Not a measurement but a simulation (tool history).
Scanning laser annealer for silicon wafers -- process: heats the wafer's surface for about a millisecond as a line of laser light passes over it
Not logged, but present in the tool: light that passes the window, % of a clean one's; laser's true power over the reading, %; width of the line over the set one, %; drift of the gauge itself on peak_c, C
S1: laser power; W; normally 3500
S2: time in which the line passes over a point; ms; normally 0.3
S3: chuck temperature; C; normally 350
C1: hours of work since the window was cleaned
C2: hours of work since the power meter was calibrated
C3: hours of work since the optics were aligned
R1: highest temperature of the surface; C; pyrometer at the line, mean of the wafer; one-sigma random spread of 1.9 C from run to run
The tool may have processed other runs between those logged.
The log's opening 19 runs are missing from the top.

{"run": 20, "hour": 360.4, "S1": 3500, "S2": 0.3, "S3": 350, "C1": 26, "C2": 671, "C3": 306, "R1": 1107}
{"run": 21, "hour": 380.8, "S1": 3500, "S2": 0.3, "S3": 350, "C1": 36, "C2": 681, "C3": 317, "R1": 1109}
{"run": 22, "hour": 396.6, "S1": 3460, "S2": 0.372, "S3": 389, "C1": 45, "C2": 690, "C3": 325, "R1": 1232}
{"hour": 410.8, "done": "window over the wafer cleaned, once more"}
{"run": 23, "hour": 414.6, "S1": 3176, "S2": 0.255, "S3": 364, "C1": 2, "C2": 698, "C3": 334, "R1": 1018}
{"run": 24, "hour": 435.9, "S1": 3517, "S2": 0.38, "S3": 350, "C1": 13, "C2": 709, "C3": 345, "R1": 1240}
{"run": 25, "hour": 459.4, "S1": 3431, "S2": 0.378, "S3": 350, "C1": 26, "C2": 722, "C3": 358, "R1": 1217}
{"run": 26, "hour": 479.8, "S1": 3565, "S2": 0.247, "S3": 337, "C1": 36, "C2": 733, "C3": 368, "R1": 1053}
{"run": 27, "hour": 498.5, "S1": 3500, "S2": 0.347, "S3": 315, "C1": 46, "C2": 742, "C3": 378, "R1": 1159}

Estimate the outcome of run 28 from the log above:
{"run": 28, "hour": 519.5, "S1": 3500, "S2": 0.347, "S3": 315, "C1": 57, "C2": 754, "C3": 389, "R1": "?"}

R1: 1156 C
With the hidden condition absent and the run-to-run variation left alone, this run would have shown R1 1167 C.
